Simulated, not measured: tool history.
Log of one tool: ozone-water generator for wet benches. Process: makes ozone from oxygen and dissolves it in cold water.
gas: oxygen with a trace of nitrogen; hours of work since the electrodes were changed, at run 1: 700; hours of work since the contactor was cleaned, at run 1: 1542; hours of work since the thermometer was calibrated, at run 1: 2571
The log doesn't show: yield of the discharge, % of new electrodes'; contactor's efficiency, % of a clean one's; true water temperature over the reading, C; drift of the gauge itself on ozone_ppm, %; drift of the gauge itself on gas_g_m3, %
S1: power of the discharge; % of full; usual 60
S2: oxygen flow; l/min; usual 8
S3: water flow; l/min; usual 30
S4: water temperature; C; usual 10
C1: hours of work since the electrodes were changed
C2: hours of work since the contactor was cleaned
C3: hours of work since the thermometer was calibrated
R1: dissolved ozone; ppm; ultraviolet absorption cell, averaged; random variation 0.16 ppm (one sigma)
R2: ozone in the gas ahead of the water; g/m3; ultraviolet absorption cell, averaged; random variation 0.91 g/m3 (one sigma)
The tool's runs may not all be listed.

| run | hour | S1 | S2 | S3 | S4 | C1 | C2 | C3 | R1 | R2 |
|---|---|---|---|---|---|---|---|---|---|---|
| 1 | 0 | 60 | 8 | 30 | 10 | 700 | 1542 | 2571 | 19.3 | 149.4 |
| 2 | 24.8 | 60 | 8 | 30 | 10 | 718 | 1560 | 2588 | 19.2 | 149 |
| 3 | 47.9 | 60 | 8 | 30 | 10 | 734 | 1576 | 2605 | 18.9 | 150.7 |
| 4 | 73.9 | 60 | 8 | 30 | 10 | 753 | 1595 | 2623 | 19.1 | 149 |
| 5 | 101.4 | 60 | 8 | 30 | 10 | 772 | 1614 | 2643 | 19.4 | 149.6 |
|  | 103.8 | water thermometer calibrated |
| 6 | 123.1 | 60 | 8 | 22 | 10 | 787 | 1629 | 14 | 23.8 | 151.3 |
| 7 | 149.9 | 60 | 8 | 22 | 11 | 806 | 1648 | 33 | 23.6 | 149.5 |
| 8 | 164.7 | 60 | 8 | 22 | 11 | 817 | 1659 | 43 | 23.7 | 147.2 |
| 9 | 180.3 | 47 | 8.69 | 22 | 11 | 828 | 1670 | 54 | 19.1 | 114.7 |
|  | 205.5 | water thermometer calibrated, once more |
| 10 | 206.1 | 47 | 8.69 | 22 | 11 | 846 | 1688 | 0 | 19 | 113.6 |
| 11 | 229.3 | 40 | 8 | 30 | 15 | 863 | 1705 | 17 | 12.5 | 104.4 |
| 12 | 250.8 | 40 | 8 | 30 | 15 | 878 | 1720 | 32 | 12.5 | 103.4 |
| 13 | 277.9 | 95 | 4.97 | 33 | 7 | 897 | 1739 | 52 | 26 | 288.1 |

3 ways to go on from here, each from the tool as it stands after run 13. What would each give?
| A | 298.5 | 60 | 6.93 | 30 | 6 | 912 | 1754 | 66 | ? | ? |
| B | 298.5 | 65 | 5.94 | 27 | 10 | 912 | 1754 | 66 | ? | ? |
| C | 298.5 | 95 | 7.29 | 40 | 7 | 912 | 1754 | 66 | ? | ? |

| run | R1 | R2 |
|---|---|---|
| A | 20.1 | 159.1 |
| B | 21.9 | 187 |
| C | 23.4 | 234.9 |
Without the tool's hidden state the same runs would have given:
| run | R1 | R2 |
|---|---|---|
| A | 20.9 | 163.1 |
| B | 22.8 | 192.1 |
| C | 24.7 | 243.7 |
